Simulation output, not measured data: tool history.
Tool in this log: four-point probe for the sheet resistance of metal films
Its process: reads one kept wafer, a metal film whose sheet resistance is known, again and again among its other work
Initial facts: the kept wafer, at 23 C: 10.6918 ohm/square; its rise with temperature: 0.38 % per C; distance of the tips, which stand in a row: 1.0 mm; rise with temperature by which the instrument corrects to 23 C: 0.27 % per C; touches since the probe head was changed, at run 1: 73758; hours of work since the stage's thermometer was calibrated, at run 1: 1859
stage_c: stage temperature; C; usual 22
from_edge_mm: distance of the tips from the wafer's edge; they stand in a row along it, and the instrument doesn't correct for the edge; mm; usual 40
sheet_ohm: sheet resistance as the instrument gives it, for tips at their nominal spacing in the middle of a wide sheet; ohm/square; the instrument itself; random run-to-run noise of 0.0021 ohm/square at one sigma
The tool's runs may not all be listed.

run,hour,stage_c,from_edge_mm,touches since the probe head was changed,hours of work since the stage's thermometer was calibrated,sheet_ohm
1,0.0,22,40,73758,1859,10.765073
2,22.2,22,40,74966,1875,10.766817
3,56.6,22,40,76842,1901,10.768968
4,79.4,22,40,78081,1918,10.768063
# hour 91.3: stage's thermometer calibrated
5,98.3,22,40,79084,5,10.742437
6,117.0,22,40,80104,19,10.740965
7,141.0,29,40,81411,37,10.818065
8,166.2,29,40,82783,56,10.819934
9,187.8,29,40,83963,72,10.819954
10,219.7,29,40,85699,96,10.822317
11,238.6,29,40,86729,110,10.820757
12,263.1,29,13,88062,128,10.847573
13,283.2,29,13,89154,143,10.850717
14,313.3,29,13,90798,166,10.851006
15,345.3,22,48,92541,190,10.750182
16,374.2,22,48,94112,211,10.747775
17,410.2,22,48,96076,238,10.751212
18,436.0,22,7,97478,257,10.869257
19,464.6,22,7,99036,279,10.866552
20,497.1,22,40,100809,303,10.754019
21,530.7,22,40,102634,328,10.760503
22,557.1,22,69,104076,348,10.752265
23,577.2,22,30,105169,363,10.760175
24,611.3,22,30,107029,388,10.760599
25,627.9,30,30,107929,400,10.851484
26,664.8,33,31,109942,428,10.885133
27,698.9,34,6,111800,453,11.047786
28,735.6,26,17,113796,481,10.825924
29,757.3,26,17,114977,497,10.822350
30,782.1,26,17,116333,516,10.825318
31,805.6,32,24,117610,533,10.883602
32,827.3,23,4,118791,549,11.127268
33,848.8,34,38,119963,565,10.896502
34,882.9,19,8,121821,591,10.824587
35,912.5,19,8,123434,613,10.823342
36,930.4,27,51,124408,626,10.822454
37,951.0,23,18,125531,642,10.799845
38,966.7,23,18,126384,653,10.798962
39,998.7,23,18,128125,677,10.800021
40,1027.6,23,18,129700,699,10.800165
41,1056.3,33,18,131266,720,10.908842

Take each entry between the runs: how does the hidden state at the last listed run before it differ from the hidden state at the first listed run after it?
Run 4 -> run 5: stage's thermometer calibrated (hour 91.3)
  inner tips' distance over the nominal, %: 0.504 -> 0.507; wafer's true temperature over the reading, C: 0.64 -> -0.03
  the result without the hidden state subtracted from the measured one, sheet_ohm: +0.083992 -> +0.057373 ohm/square

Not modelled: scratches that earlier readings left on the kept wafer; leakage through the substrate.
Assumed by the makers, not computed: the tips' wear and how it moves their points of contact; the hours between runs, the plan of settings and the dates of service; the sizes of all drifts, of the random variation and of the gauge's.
